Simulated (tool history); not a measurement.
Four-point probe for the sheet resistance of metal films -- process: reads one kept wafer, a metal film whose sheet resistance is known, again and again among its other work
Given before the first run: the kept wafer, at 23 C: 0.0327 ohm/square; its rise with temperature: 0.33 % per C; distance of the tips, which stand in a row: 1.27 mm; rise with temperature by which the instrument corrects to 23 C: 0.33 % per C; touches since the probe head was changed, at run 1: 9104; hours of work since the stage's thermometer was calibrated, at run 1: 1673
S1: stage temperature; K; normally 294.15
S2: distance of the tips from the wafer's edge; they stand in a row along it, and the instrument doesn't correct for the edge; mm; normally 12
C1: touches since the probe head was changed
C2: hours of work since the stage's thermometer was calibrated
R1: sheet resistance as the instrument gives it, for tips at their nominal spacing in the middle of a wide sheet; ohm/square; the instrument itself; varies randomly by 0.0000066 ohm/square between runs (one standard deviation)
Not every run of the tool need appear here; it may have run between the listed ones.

run,hour,S1,S2,C1,C2,R1
1,0,294.15,12,9104,1673,0.032704
2,15.7,294.15,12,9491,1681,0.0327
3,27.2,294.15,12,9776,1688,0.032699
4,41.9,294.15,12,10140,1696,0.032704
5,50.5,294.15,12,10352,1700,0.032701
6,61,299.15,12,10612,1706,0.032724
7,69.7,295.15,12,10827,1711,0.032716
8,79.6,295.15,12,11071,1716,0.032711
9,89.5,295.15,12,11315,1721,0.032711
10,98.7,298.15,12,11544,1726,0.032714
# hour 100: stage's thermometer calibrated
11,108.2,301.15,58,11764,4,0.032547

The next listed run, before its measurement:
12,122.2,298.15,12,12111,12,?

{"run 12": {"R1": 0.032729}}
If the tool had no hidden condition, the same run with the same run-to-run variation would have returned R1 0.032902 ohm/square.

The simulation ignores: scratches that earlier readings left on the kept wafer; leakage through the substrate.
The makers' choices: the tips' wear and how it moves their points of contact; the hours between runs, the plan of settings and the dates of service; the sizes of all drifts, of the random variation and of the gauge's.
